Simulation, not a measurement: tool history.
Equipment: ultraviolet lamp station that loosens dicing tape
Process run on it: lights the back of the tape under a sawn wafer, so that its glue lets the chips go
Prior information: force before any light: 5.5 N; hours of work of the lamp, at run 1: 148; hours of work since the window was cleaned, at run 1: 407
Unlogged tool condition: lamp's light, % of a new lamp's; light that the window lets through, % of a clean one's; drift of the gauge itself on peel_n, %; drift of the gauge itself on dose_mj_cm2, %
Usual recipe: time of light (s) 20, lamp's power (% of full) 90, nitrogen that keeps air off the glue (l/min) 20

run,day,time of light (s),lamp's power (% of full),nitrogen that keeps air off the glue (l/min),hours of work of the lamp,hours of work since the window was cleaned,force that peels the tape off (N),light that reached the tape (mJ/cm²)
1,0.000,20,90,20,148,407,0.579,269
# day 0.808: window cleaned of glue's vapour
2,1.379,20,90,20,164,7,0.459,309
3,4.321,20,90,20,200,42,0.471,302
4,7.279,20,90,15,235,78,0.585,296
5,8.804,20,90,15,254,96,0.628,294
6,11.112,32,90,20,281,124,0.244,461
7,13.746,32,90,20,313,156,0.267,452
8,15.304,32,90,20,332,174,0.254,451
9,16.871,29,90,20,351,193,0.307,400
10,18.983,29,90,20,376,219,0.295,395
11,22.067,29,90,20,413,256,0.314,385
12,23.650,20,70,20,432,275,0.928,201
13,26.158,20,70,20,462,305,0.996,203
14,28.708,20,70,20,493,336,0.984,199
15,31.279,20,90,20,524,367,0.683,249
16,33.588,20,90,20,552,395,0.702,241
# day 35.604: window cleaned of glue's vapour
17,35.988,20,90,20,581,5,0.574,272
18,38.338,20,90,20,609,33,0.575,272
19,39.675,20,68,20,625,49,0.940,202
20,42.746,20,68,20,662,86,0.997,196
21,45.283,23,79,28,692,117,0.530,255
22,46.933,18,95,9,712,136,1.131,240
23,48.546,20,74,20,732,156,0.891,204
24,50.046,20,74,20,750,174,0.903,200
25,51.783,20,90,27,771,195,0.574,246
26,53.529,13,97,15,792,216,1.366,168
27,55.162,21,72,8,811,235,1.535,198
28,56.958,37,61,8,833,257,0.914,293
29,59.654,37,61,8,865,289,0.958,286
30,62.692,37,61,8,902,326,0.961,277
31,64.000,15,85,30,918,342,1.155,156
32,66.321,14,91,14,946,370,1.684,155
33,68.862,34,86,20,976,400,0.372,343
# day 70.371: window cleaned of glue's vapour
34,71.492,34,75,13,1008,13,0.516,342
35,74.404,34,75,13,1043,49,0.535,329
36,77.108,25,85,7,1075,81,1.139,266

Results for each run, recomputed without the tool's hidden state and with each run's random variation untouched:
run,force that peels the tape off (N),light that reached the tape (mJ/cm²)
1,0.410,327
2,0.411,330
3,0.406,329
4,0.485,329
5,0.511,331
6,0.215,527
7,0.232,526
8,0.217,531
9,0.248,476
10,0.232,479
11,0.239,477
12,0.633,253
13,0.663,259
14,0.634,259
15,0.415,331
16,0.411,328
17,0.415,328
18,0.404,332
19,0.663,250
20,0.681,248
21,0.345,330
22,0.750,313
23,0.561,270
24,0.553,268
25,0.343,333
26,0.870,231
27,0.984,275
28,0.507,414
29,0.514,413
30,0.496,411
31,0.600,234
32,0.951,236
33,0.216,536
34,0.304,470
35,0.302,465
36,0.629,386
